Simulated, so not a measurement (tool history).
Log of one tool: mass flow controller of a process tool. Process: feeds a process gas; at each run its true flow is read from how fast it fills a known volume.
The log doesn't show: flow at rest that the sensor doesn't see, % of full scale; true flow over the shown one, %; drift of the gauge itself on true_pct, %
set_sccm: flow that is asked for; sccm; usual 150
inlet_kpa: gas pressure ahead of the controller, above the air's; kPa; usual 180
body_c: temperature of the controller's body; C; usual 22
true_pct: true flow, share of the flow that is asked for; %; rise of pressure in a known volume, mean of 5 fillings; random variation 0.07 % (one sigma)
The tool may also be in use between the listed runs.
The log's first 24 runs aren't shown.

run    hour  set_sccm  inlet_kpa  body_c  hours of work since the controller was set to zero  hours of work since the controller was changed  true_pct
 25  6428.1       151        147      30                                                1783                                            9046     97.06
 26  6623.7       398        242      36                                                1865                                            9127     97.13
 27  6789.5       114        180      22                                                1934                                            9197     97.30
 28  7078.3       150        148      21                                                2055                                            9317     97.20
 29  7339.4       150        148      21                                                2164                                            9426     97.16
 30  7560.8       150        148      21                                                2256                                            9519     96.93
 31  7939.9       132        144      25                                                2415                                            9677     96.43
 32  8306.3        93        172      35                                                2568                                            9830     95.33
 33  8576.7        93        172      35                                                2681                                            9943     95.16
 34  8754.6       117        250      25                                                2755                                           10018     95.67
 35  9114.7       201        180      30                                                2906                                           10168     95.47
 36  9417.1       201        191      36                                                3032                                           10294     94.86
 37  9701.0       297        211      34                                                3151                                           10413     94.96
 38  9944.1       272        171      34                                                3252                                           10515     94.93

Run 39 comes next. What will it give?
 39  10145.9       272        171      34                                                3337                                           10599         ?

true_pct: 94.64 %
Without the tool's hidden state the same run would have given true_pct 98.71 %.

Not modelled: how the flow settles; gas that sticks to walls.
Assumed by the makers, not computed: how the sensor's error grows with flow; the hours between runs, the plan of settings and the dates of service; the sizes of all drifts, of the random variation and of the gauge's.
